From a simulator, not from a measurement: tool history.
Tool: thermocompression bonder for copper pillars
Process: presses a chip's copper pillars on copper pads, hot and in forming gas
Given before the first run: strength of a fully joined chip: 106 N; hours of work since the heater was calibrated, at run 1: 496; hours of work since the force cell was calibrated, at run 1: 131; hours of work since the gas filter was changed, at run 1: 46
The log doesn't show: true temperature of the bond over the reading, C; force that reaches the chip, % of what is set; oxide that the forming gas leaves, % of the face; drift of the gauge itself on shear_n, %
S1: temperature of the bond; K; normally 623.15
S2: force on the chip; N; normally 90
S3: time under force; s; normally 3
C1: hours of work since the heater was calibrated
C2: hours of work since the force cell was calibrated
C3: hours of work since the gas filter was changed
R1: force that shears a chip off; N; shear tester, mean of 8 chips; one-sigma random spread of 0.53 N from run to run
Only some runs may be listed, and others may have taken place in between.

run	hour	S1	S2	S3	C1	C2	C3	R1
1	0	623.15	90	3	496	131	46	70.5
2	25.1	623.15	90	4	514	149	64	73.7
3	48.7	623.15	90	4	530	165	80	74.5
4	99.1	623.15	90	4	566	201	116	74.4
5	121.9	623.15	90	4	582	217	132	74.3
6	161.5	623.15	90	8	610	245	160	83.6
7	189.2	623.15	90	3	629	264	179	68.1
8	221.5	643.15	90	3	652	287	202	77.3
9	251.5	643.15	90	3	673	308	223	77.5
10	287.8	643.15	90	3	698	334	248	76.3
# hour 307.8: forming gas filter changed
11	332.2	623.15	90	3	729	364	17	70.1
12	374.7	623.15	90	3	759	394	47	68.7
13	403.3	623.15	90	3	779	414	67	69.4
14	431.5	623.15	90	3	799	434	87	69.1
15	472.6	621.15	90	3	828	463	116	67.2
16	511	623.15	90	3	855	490	143	67.6
17	533.4	623.15	90	3	871	506	159	68.2
18	584.6	623.15	90	3	907	542	195	67.4
19	629.2	623.15	90	3	938	573	226	67.7
20	656.3	643.15	90	3	957	592	245	76
# hour 680.9: forming gas filter changed
21	697	620.15	90	6	985	620	11	79.9
22	734.5	648.15	82	2	1012	647	38	69.6
23	782	638.15	59	2	1045	680	71	50.7
24	819.9	623.15	127	3	1072	707	98	82.9
25	856.8	632.15	116	6	1098	733	124	92.4
26	887.6	653.15	90	3	1119	754	145	81.4
27	934.5	617.15	90	6	1152	787	178	76.6
28	978.1	617.15	90	6	1183	818	209	77.3
29	1007.5	605.15	90	5	1203	839	230	66.8
30	1041.4	623.15	73	3	1227	863	253	57.8
# hour 1055.8: forming gas filter changed
31	1089.1	625.15	99	3	1260	896	23	73.8
32	1133.9	625.15	95	4	1292	927	55	78.2
# hour 1155: heater calibrated with a thermocouple chip
33	1177.7	652.15	133	6	16	957	84	101.5
34	1201.8	652.15	133	6	33	973	101	101.6
35	1252.1	615.15	133	5	68	1009	137	89.7
36	1288.4	623.15	132	4	94	1034	162	90.3
37	1341.1	623.15	132	4	131	1071	199	90.1
38	1378.7	623.15	132	4	157	1098	226	90

Per-run results on a tool with no hidden state, each run keeping its own random variation:
run	R1
1	72.4
2	75.8
3	76.8
4	77.1
5	77.3
6	86.9
7	71.4
8	81
9	81.5
10	80.5
11	71.9
12	70.8
13	71.8
14	71.7
15	70
16	70.8
17	71.5
18	71.1
19	71.8
20	80.3
21	81.9
22	71.7
23	52.9
24	85.9
25	95.4
26	84.8
27	80.7
28	81.9
29	71.5
30	62.2
31	76.3
32	81
33	102.4
34	102.7
35	90.3
36	91.2
37	91.6
38	91.9
